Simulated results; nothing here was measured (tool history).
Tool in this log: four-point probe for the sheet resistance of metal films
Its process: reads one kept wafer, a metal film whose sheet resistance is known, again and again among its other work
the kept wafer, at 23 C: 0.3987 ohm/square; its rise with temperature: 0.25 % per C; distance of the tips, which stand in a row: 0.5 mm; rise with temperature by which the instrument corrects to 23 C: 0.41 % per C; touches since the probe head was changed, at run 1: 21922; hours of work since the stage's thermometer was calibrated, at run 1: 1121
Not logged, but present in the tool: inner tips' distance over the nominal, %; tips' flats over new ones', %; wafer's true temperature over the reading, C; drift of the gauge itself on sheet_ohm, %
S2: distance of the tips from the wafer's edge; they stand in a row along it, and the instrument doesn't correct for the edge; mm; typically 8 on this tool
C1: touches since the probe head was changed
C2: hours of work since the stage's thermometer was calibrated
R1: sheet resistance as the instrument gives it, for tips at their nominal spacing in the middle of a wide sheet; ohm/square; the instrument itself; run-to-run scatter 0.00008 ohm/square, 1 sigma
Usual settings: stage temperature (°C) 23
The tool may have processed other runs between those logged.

run 1 hour=0.0 | stage_temperature_(°C)=23 S2=8 | C1=21922 C2=1121 | R1=0.399547
run 2 hour=51.6 | stage_temperature_(°C)=23 S2=8 | C1=24783 C2=1157 | R1=0.399679
run 3 hour=120.1 | stage_temperature_(°C)=21 S2=8 | C1=28582 C2=1204 | R1=0.400718
run 4 hour=159.0 | stage_temperature_(°C)=23 S2=9 | C1=30738 C2=1232 | R1=0.399349
run 5 hour=228.2 | stage_temperature_(°C)=23 S2=9 | C1=34576 C2=1280 | R1=0.399458
run 6 hour=260.2 | stage_temperature_(°C)=23 S2=10 | C1=36352 C2=1302 | R1=0.399112
-- hour=289.0 stage's thermometer calibrated
run 7 hour=316.5 | stage_temperature_(°C)=23 S2=10 | C1=39449 C2=19 | R1=0.399117
run 8 hour=381.8 | stage_temperature_(°C)=23 S2=8 | C1=43068 C2=65 | R1=0.399529
run 9 hour=422.0 | stage_temperature_(°C)=23 S2=8 | C1=45301 C2=93 | R1=0.399577
run 10 hour=488.5 | stage_temperature_(°C)=23 S2=3 | C1=48988 C2=139 | R1=0.404540
run 11 hour=525.2 | stage_temperature_(°C)=23 S2=3 | C1=51026 C2=165 | R1=0.404540
run 12 hour=585.5 | stage_temperature_(°C)=23 S2=8 | C1=54369 C2=207 | R1=0.399492
run 13 hour=633.1 | stage_temperature_(°C)=23 S2=10 | C1=57009 C2=240 | R1=0.399190
run 14 hour=679.7 | stage_temperature_(°C)=23 S2=10 | C1=59593 C2=272 | R1=0.399226
run 15 hour=730.4 | stage_temperature_(°C)=25 S2=10 | C1=62406 C2=308 | R1=0.398038
run 16 hour=763.9 | stage_temperature_(°C)=23 S2=8 | C1=64260 C2=331 | R1=0.399518
run 17 hour=804.6 | stage_temperature_(°C)=23 S2=8 | C1=66518 C2=359 | R1=0.399337
run 18 hour=850.5 | stage_temperature_(°C)=24 S2=22 | C1=69067 C2=392 | R1=0.398202
run 19 hour=879.0 | stage_temperature_(°C)=31 S2=8 | C1=70648 C2=411 | R1=0.394665
run 20 hour=926.0 | stage_temperature_(°C)=21 S2=8 | C1=73253 C2=444 | R1=0.400746
run 21 hour=970.1 | stage_temperature_(°C)=24 S2=8 | C1=75696 C2=475 | R1=0.398917
run 22 hour=1021.7 | stage_temperature_(°C)=24 S2=8 | C1=78561 C2=511 | R1=0.398991
run 23 hour=1070.5 | stage_temperature_(°C)=24 S2=8 | C1=81267 C2=545 | R1=0.398793
run 24 hour=1111.9 | stage_temperature_(°C)=24 S2=8 | C1=83564 C2=574 | R1=0.398787
run 25 hour=1170.9 | stage_temperature_(°C)=24 S2=8 | C1=86835 C2=615 | R1=0.398974
run 26 hour=1219.1 | stage_temperature_(°C)=20 S2=12 | C1=89507 C2=648 | R1=0.400961
run 27 hour=1273.0 | stage_temperature_(°C)=27 S2=7 | C1=92499 C2=686 | R1=0.397297
run 28 hour=1330.1 | stage_temperature_(°C)=27 S2=16 | C1=95665 C2=726 | R1=0.396411
run 29 hour=1374.8 | stage_temperature_(°C)=27 S2=16 | C1=98143 C2=757 | R1=0.396431
run 30 hour=1440.2 | stage_temperature_(°C)=19 S2=44 | C1=101770 C2=803 | R1=0.401171
run 31 hour=1469.3 | stage_temperature_(°C)=19 S2=44 | C1=103387 C2=823 | R1=0.401252
run 32 hour=1531.6 | stage_temperature_(°C)=19 S2=44 | C1=106843 C2=866 | R1=0.401065
run 33 hour=1580.6 | stage_temperature_(°C)=19 S2=16 | C1=109559 C2=901 | R1=0.401309
run 34 hour=1615.0 | stage_temperature_(°C)=19 S2=16 | C1=111465 C2=925 | R1=0.401259

Hidden condition of the tool, last listed run before each entry between runs versus first listed run after:
Runs 6 to 7: stage's thermometer calibrated (hour 289.0)
  inner tips' distance over the nominal, %: -0.005 -> -0.006; tips' flats over new ones', %: 0 -> 1; wafer's true temperature over the reading, C: -0.01 -> 0
